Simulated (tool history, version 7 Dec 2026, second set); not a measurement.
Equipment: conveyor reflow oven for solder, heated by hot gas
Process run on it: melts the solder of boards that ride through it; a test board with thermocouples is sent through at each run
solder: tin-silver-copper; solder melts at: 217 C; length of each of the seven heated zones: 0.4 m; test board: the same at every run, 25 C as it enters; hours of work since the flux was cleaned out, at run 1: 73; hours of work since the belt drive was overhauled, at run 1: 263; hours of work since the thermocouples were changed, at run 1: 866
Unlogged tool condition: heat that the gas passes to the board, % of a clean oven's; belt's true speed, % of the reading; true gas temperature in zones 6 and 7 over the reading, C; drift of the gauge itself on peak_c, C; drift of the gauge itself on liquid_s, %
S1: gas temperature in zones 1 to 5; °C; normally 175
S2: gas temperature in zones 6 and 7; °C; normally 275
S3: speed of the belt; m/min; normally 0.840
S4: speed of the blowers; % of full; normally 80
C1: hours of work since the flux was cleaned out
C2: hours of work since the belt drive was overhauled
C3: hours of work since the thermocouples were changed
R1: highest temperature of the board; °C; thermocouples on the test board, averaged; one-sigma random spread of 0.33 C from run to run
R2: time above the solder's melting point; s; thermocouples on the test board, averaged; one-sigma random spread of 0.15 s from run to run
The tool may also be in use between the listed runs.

run,hour,S1,S2,S3,S4,C1,C2,C3,R1,R2
1,0.0,175,275,0.840,80,73,263,866,263.2,48.8
2,40.4,175,275,0.840,80,101,291,894,263.1,48.5
3,63.7,167,275,0.840,80,117,307,910,262.0,46.6
4,87.2,167,275,0.840,80,133,323,926,262.2,46.4
5,134.3,167,275,0.840,80,166,356,959,262.1,46.5
6,180.5,175,275,0.840,80,198,388,991,263.5,48.9
7,201.5,175,275,0.885,80,212,402,1005,262.0,45.5
8,221.3,170,275,0.840,80,226,416,1019,262.5,47.2
# hour 243.2: flux residue cleaned out of gas plates and filters
9,255.3,176,275,0.840,80,8,436,1039,263.3,49.1
10,286.4,176,275,0.840,80,30,457,1061,263.7,49.0
# hour 296.9: thermocouples of zones 6 and 7 changed
11,311.3,175,275,0.893,80,46,473,10,261.6,45.1
12,350.9,175,287,0.893,80,73,501,37,272.4,48.6
13,372.8,175,284,0.840,80,88,516,52,271.5,51.6
14,397.5,175,284,0.840,80,105,533,70,272.0,51.6
15,419.5,175,275,0.840,57,121,548,85,258.1,45.7
16,444.0,175,275,0.840,57,137,565,102,258.3,45.6
17,483.0,175,290,0.894,88,164,592,129,277.8,49.7
18,511.7,175,290,0.894,88,184,612,148,277.9,49.5
19,531.9,175,289,0.840,83,198,626,162,276.5,52.7
20,557.3,175,289,0.840,83,216,643,180,276.6,53.0
21,583.0,162,287,0.908,56,234,661,198,262.7,41.0
# hour 593.5: flux residue cleaned out of gas plates and filters
22,609.4,164,275,0.840,80,11,676,213,262.4,45.6
23,644.7,164,275,0.840,80,35,700,237,261.9,45.7
24,667.7,175,275,0.840,79,51,716,253,263.5,48.8
25,689.0,175,275,0.840,79,66,731,268,262.6,48.6
26,735.6,175,275,0.840,79,98,763,300,263.1,48.7
27,755.9,175,285,0.699,60,112,777,314,274.3,62.6
28,777.5,175,285,0.699,60,127,792,329,273.9,62.6
# hour 809.8: belt drive overhauled, speed set with a stopwatch
29,829.6,175,285,0.699,61,160,14,362,273.7,62.9
30,866.5,175,285,0.699,61,186,39,388,273.4,63.2

Alternative continuations, all from the tool just after run 30; predict every row:
A,893.2,179,277,0.840,76,204,58,406,?,?
B,893.2,175,285,0.699,77,204,58,406,?,?
C,893.2,183,275,0.760,80,204,58,406,?,?
D,893.2,175,265,0.699,61,204,58,406,?,?
E,893.2,175,275,0.725,78,204,58,406,?,?

run,R1,R2
A,265.0,50.3
B,276.7,64.1
C,267.1,57.6
D,255.0,55.1
E,266.5,57.8
Had the tool no hidden state, the same runs would have come out as:
run,R1,R2
A,265.1,50.3
B,276.8,64.1
C,267.2,57.6
D,255.1,55.2
E,266.6,57.9
